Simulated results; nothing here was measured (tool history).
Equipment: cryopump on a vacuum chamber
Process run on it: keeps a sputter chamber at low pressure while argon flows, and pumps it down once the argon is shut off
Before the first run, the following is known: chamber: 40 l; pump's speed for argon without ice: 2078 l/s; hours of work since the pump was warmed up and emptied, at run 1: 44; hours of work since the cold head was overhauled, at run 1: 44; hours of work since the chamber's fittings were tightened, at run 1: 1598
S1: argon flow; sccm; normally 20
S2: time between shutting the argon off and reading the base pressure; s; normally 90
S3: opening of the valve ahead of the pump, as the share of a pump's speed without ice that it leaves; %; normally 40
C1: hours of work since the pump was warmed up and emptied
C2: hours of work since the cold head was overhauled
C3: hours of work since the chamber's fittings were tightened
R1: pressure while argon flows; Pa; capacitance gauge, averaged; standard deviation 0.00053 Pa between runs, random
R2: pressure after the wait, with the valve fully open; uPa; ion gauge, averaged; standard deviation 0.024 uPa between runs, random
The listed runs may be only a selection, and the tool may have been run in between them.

| run | hour | S1 | S2 | S3 | C1 | C2 | C3 | R1 | R2 |
|---|---|---|---|---|---|---|---|---|---|
| 1 | 0.0 | 20 | 90 | 40 | 44 | 44 | 1598 | 0.0405 | 1.11 |
|  | 28.6 | leaking fittings of the chamber tightened, without venting |
| 2 | 28.6 | 20 | 90 | 40 | 57 | 57 | 0 | 0.0413 | 0.97 |
| 3 | 72.2 | 20 | 90 | 40 | 80 | 80 | 23 | 0.0415 | 0.95 |
| 4 | 110.7 | 20 | 90 | 40 | 100 | 100 | 43 | 0.0412 | 0.92 |
| 5 | 136.9 | 20 | 90 | 40 | 114 | 114 | 56 | 0.0416 | 0.96 |
| 6 | 175.1 | 20 | 90 | 40 | 134 | 134 | 76 | 0.0415 | 0.97 |
| 7 | 212.5 | 14 | 90 | 40 | 153 | 153 | 96 | 0.0289 | 0.92 |
| 8 | 246.5 | 14 | 90 | 40 | 171 | 171 | 114 | 0.0285 | 0.95 |
| 9 | 290.8 | 20 | 90 | 40 | 194 | 194 | 137 | 0.0424 | 0.98 |
| 10 | 318.1 | 20 | 90 | 40 | 208 | 208 | 151 | 0.0418 | 0.98 |
| 11 | 345.7 | 20 | 90 | 40 | 223 | 223 | 165 | 0.0420 | 0.94 |
| 12 | 374.4 | 20 | 90 | 40 | 238 | 238 | 180 | 0.0415 | 0.99 |
| 13 | 403.8 | 20 | 90 | 40 | 253 | 253 | 195 | 0.0425 | 0.94 |
| 14 | 435.5 | 20 | 90 | 40 | 269 | 269 | 212 | 0.0412 | 0.97 |
| 15 | 463.2 | 20 | 90 | 40 | 284 | 284 | 226 | 0.0425 | 0.97 |
| 16 | 494.3 | 20 | 90 | 40 | 300 | 300 | 243 | 0.0426 | 0.97 |
| 17 | 527.9 | 20 | 90 | 41 | 318 | 318 | 260 | 0.0411 | 1.02 |
| 18 | 562.5 | 39 | 99 | 46 | 336 | 336 | 278 | 0.0730 | 0.93 |
| 19 | 597.4 | 39 | 99 | 46 | 354 | 354 | 296 | 0.0723 | 0.99 |
| 20 | 628.2 | 8 | 90 | 40 | 370 | 370 | 312 | 0.0169 | 1.02 |
| 21 | 671.6 | 19 | 38 | 18 | 392 | 392 | 335 | 0.0875 | 2.07 |
| 22 | 696.2 | 19 | 38 | 18 | 405 | 405 | 348 | 0.0879 | 2.06 |
| 23 | 741.5 | 14 | 126 | 27 | 429 | 429 | 371 | 0.0434 | 0.79 |
| 24 | 768.1 | 20 | 57 | 41 | 443 | 443 | 385 | 0.0424 | 1.48 |
| 25 | 792.6 | 20 | 170 | 40 | 455 | 455 | 398 | 0.0442 | 0.61 |
| 26 | 822.7 | 20 | 170 | 40 | 471 | 471 | 414 | 0.0444 | 0.65 |
| 27 | 845.1 | 20 | 170 | 40 | 483 | 483 | 425 | 0.0437 | 0.67 |
| 28 | 877.3 | 39 | 178 | 24 | 500 | 500 | 442 | 0.1376 | 0.69 |
| 29 | 901.6 | 39 | 178 | 24 | 512 | 512 | 455 | 0.1385 | 0.67 |
| 30 | 935.1 | 39 | 266 | 17 | 530 | 530 | 472 | 0.1920 | 0.54 |
| 31 | 956.0 | 11 | 28 | 56 | 541 | 541 | 483 | 0.0170 | 2.74 |
| 32 | 988.6 | 24 | 38 | 19 | 558 | 558 | 500 | 0.1069 | 2.07 |
| 33 | 1016.7 | 19 | 90 | 40 | 572 | 572 | 515 | 0.0416 | 1.06 |

Alternative continuations, all from the tool just after run 33; predict every row:
| A | 1046.9 | 39 | 90 | 50 | 588 | 588 | 530 | ? | ? |
| B | 1046.9 | 19 | 90 | 40 | 588 | 588 | 530 | ? | ? |
| C | 1046.9 | 11 | 90 | 40 | 588 | 588 | 530 | ? | ? |

| run | R1 | R2 |
|---|---|---|
| A | 0.0705 | 1.04 |
| B | 0.0421 | 1.02 |
| C | 0.0245 | 1.05 |
Without the tool's hidden state the same runs would have given:
| run | R1 | R2 |
|---|---|---|
| A | 0.0636 | 0.89 |
| B | 0.0388 | 0.88 |
| C | 0.0225 | 0.90 |
